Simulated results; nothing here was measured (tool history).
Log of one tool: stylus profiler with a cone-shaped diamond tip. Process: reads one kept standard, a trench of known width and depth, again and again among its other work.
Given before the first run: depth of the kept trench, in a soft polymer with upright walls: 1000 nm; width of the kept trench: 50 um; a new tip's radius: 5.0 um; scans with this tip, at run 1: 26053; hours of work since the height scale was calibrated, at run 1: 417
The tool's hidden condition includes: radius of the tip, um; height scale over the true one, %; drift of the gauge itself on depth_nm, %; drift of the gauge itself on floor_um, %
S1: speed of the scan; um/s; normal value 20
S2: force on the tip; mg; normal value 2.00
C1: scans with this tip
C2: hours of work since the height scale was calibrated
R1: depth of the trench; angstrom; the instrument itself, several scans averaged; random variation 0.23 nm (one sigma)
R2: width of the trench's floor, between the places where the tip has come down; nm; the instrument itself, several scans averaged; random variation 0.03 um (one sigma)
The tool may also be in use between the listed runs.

Run 1, hour 0.0: usual settings; C1 26053; C2 417. Result: R1 10133.9 angstrom, R2 38780 nm.
Run 2, hour 78.6: usual settings but S2 2.19 mg; C1 26560; C2 462. Result: R1 10137.6 angstrom, R2 38700 nm.
Run 3, hour 203.3: usual settings but S2 0.70 mg; C1 27362; C2 534. Result: R1 10052.5 angstrom, R2 38600 nm.
Run 4, hour 304.7: usual settings but S2 0.70 mg; C1 28015; C2 593. Result: R1 10053.3 angstrom, R2 38460 nm.
Run 5, hour 419.7: usual settings but S1 7 um/s, S2 0.70 mg; C1 28756; C2 659. Result: R1 10048.2 angstrom, R2 38470 nm.
At hour 475.9: new tip fitted, height scale calibrated.
Run 6, hour 502.0: usual settings but S1 7 um/s, S2 0.70 mg; C1 169; C2 15. Result: R1 10072.5 angstrom, R2 44050 nm.
Run 7, hour 587.4: usual settings but S2 3.61 mg; C1 718; C2 64. Result: R1 10215.7 angstrom, R2 43830 nm.
Run 8, hour 702.6: usual settings but S2 3.61 mg; C1 1460; C2 131. Result: R1 10211.3 angstrom, R2 43650 nm.
Run 9, hour 806.6: usual settings but S1 32 um/s; C1 2129; C2 191. Result: R1 10138.3 angstrom, R2 43450 nm.
Run 10, hour 869.9: usual settings but S1 32 um/s; C1 2537; C2 227. Result: R1 10137.2 angstrom, R2 43310 nm.
Run 11, hour 950.1: usual settings but S1 41 um/s; C1 3053; C2 274. Result: R1 10133.4 angstrom, R2 43130 nm.
Run 12, hour 1029.7: usual settings but S1 41 um/s; C1 3566; C2 320. Result: R1 10134.5 angstrom, R2 42960 nm.
Run 13, hour 1148.3: usual settings but S2 5.23 mg; C1 4329; C2 388. Result: R1 10263.0 angstrom, R2 42930 nm.
Run 14, hour 1210.1: usual settings but S1 5 um/s, S2 5.23 mg; C1 4727; C2 424. Result: R1 10264.3 angstrom, R2 42870 nm.
Run 15, hour 1280.5: usual settings but S1 5 um/s, S2 5.23 mg; C1 5180; C2 465. Result: R1 10260.4 angstrom, R2 42800 nm.
Run 16, hour 1391.3: usual settings but S1 5 um/s, S2 5.23 mg; C1 5894; C2 528. Result: R1 10258.4 angstrom, R2 42580 nm.
Run 17, hour 1495.8: usual settings but S1 5 um/s, S2 5.23 mg; C1 6566; C2 589. Result: R1 10255.6 angstrom, R2 42450 nm.
Run 18, hour 1593.8: usual settings but S1 15 um/s, S2 1.12 mg; C1 7197; C2 645. Result: R1 10076.8 angstrom, R2 42280 nm.
Run 19, hour 1717.8: usual settings but S1 15 um/s, S2 1.12 mg; C1 7996; C2 717. Result: R1 10071.4 angstrom, R2 42070 nm.
Run 20, hour 1776.0: usual settings but S1 8 um/s, S2 5.63 mg; C1 8370; C2 751. Result: R1 10264.5 angstrom, R2 42090 nm.
Run 21, hour 1869.3: usual settings but S1 8 um/s, S2 5.63 mg; C1 8971; C2 804. Result: R1 10263.5 angstrom, R2 41940 nm.
Run 22, hour 1930.1: usual settings but S1 12 um/s, S2 3.40 mg; C1 9362; C2 840. Result: R1 10181.3 angstrom, R2 41880 nm.
At hour 1939.6: height scale calibrated on a step standard.
Run 23, hour 2017.1: usual settings but S1 23 um/s, S2 1.00 mg; C1 9920; C2 45. Result: R1 10045.7 angstrom, R2 41590 nm.
Run 24, hour 2088.1: usual settings but S1 23 um/s, S2 1.00 mg; C1 10377; C2 86. Result: R1 10045.7 angstrom, R2 41480 nm.
Run 25, hour 2203.6: usual settings but S1 23 um/s, S2 1.00 mg; C1 11120; C2 152. Result: R1 10039.2 angstrom, R2 41400 nm.
Run 26, hour 2326.8: usual settings but S1 43 um/s, S2 4.75 mg; C1 11914; C2 224. Result: R1 10209.3 angstrom, R2 41200 nm.

What will run 27 give?
Run 27, hour 2378.3: usual settings but S1 43 um/s, S2 4.75 mg; C1 12245; C2 253. Result: R1 ?, R2 ?.

Logged for run 27: R1 10212.6 angstrom, R2 41150 nm.
Were there no unlogged condition in the tool, this run, its random variation unchanged, would have produced R1 10265.7 angstrom, R2 43880 nm.

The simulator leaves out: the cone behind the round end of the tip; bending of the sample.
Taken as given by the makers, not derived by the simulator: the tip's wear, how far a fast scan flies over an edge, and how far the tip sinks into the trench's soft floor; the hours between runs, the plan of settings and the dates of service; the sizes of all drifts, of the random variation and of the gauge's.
